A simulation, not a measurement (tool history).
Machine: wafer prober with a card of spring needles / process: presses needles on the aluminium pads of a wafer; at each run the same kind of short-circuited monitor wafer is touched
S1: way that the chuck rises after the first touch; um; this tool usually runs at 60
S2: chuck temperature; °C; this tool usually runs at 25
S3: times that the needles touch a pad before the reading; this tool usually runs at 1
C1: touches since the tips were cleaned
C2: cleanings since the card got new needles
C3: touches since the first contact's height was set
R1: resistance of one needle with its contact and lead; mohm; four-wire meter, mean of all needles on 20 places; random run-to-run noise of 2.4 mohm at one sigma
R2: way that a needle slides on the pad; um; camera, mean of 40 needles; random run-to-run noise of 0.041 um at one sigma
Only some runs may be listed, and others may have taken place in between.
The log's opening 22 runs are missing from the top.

Run 23, hour 223.3: usual settings but S1 79 um, S2 54 °C, S3 2; C1 3273; C2 29; C3 48070. Result: R1 281 mohm, R2 14.02 um.
Run 24, hour 233.3: usual settings but S2 82 °C, S3 2; C1 6253; C2 29; C3 51050. Result: R1 296 mohm, R2 10.69 um.
At hour 235.9: tips cleaned on abrasive film.
Run 25, hour 240.3: usual settings but S2 89 °C, S3 2; C1 1318; C2 30; C3 53117. Result: R1 300 mohm, R2 10.76 um.
Run 26, hour 247.9: usual settings but S2 89 °C; C1 3589; C2 30; C3 55388. Result: R1 296 mohm, R2 10.74 um.
At hour 260: tips cleaned on abrasive film.
Run 27, hour 260.9: usual settings but S1 50 um, S2 49 °C; C1 292; C2 31; C3 59264. Result: R1 287 mohm, R2 8.92 um.
Run 28, hour 273.5: usual settings but S1 50 um, S2 49 °C; C1 4053; C2 31; C3 63025. Result: R1 287 mohm, R2 9.02 um.
At hour 283.4: tips cleaned on abrasive film.
Run 29, hour 285.3: usual settings but S1 50 um, S2 49 °C; C1 574; C2 32; C3 66530. Result: R1 291 mohm, R2 8.91 um.
Run 30, hour 294.5: usual settings but S1 79 um, S2 114 °C, S3 2; C1 3332; C2 32; C3 69288. Result: R1 299 mohm, R2 14.06 um.
At hour 307: tips cleaned on abrasive film.
Run 31, hour 308.4: usual settings but S2 53 °C; C1 417; C2 33; C3 73388. Result: R1 286 mohm, R2 10.69 um.
Run 32, hour 315.4: usual settings but S1 46 um, S2 66 °C, S3 2; C1 2511; C2 33; C3 75482. Result: R1 290 mohm, R2 8.24 um.
Run 33, hour 321.9: usual settings but S2 29 °C; C1 4470; C2 33; C3 77441. Result: R1 279 mohm, R2 10.68 um.
At hour 331.1: tips cleaned on abrasive film.
Run 34, hour 331.1: usual settings but S2 29 °C, S3 2; C1 0; C2 34; C3 80159. Result: R1 277 mohm, R2 10.72 um.
Run 35, hour 342.8: usual settings but S1 52 um, S2 124 °C; C1 3493; C2 34; C3 83652. Result: R1 308 mohm, R2 9.3 um.

3 options for the next run, each taken on its own from the tool as it stands now. Forecast them:
At hour 355: tips cleaned on abrasive film.
Run A, hour 355.4: usual settings but S1 56 um, S2 33 °C; C1 141; C2 35; C3 87418. Result: R1 ?, R2 ?.
At hour 355: tips cleaned on abrasive film.
Run B, hour 355.4: usual settings but S2 37 °C; C1 141; C2 35; C3 87418. Result: R1 ?, R2 ?.
At hour 355: tips cleaned on abrasive film.
Run C, hour 355.4: usual settings but S1 52 um, S2 39 °C; C1 141; C2 35; C3 87418. Result: R1 ?, R2 ?.

run   R1     R2
  A  279  10.02
  B  282  10.72
  C  285   9.32
With the hidden condition removed and each run's random variation left untouched, the same runs would have given:
run   R1     R2
  A  279  10.02
  B  282  10.72
  C  285   9.32
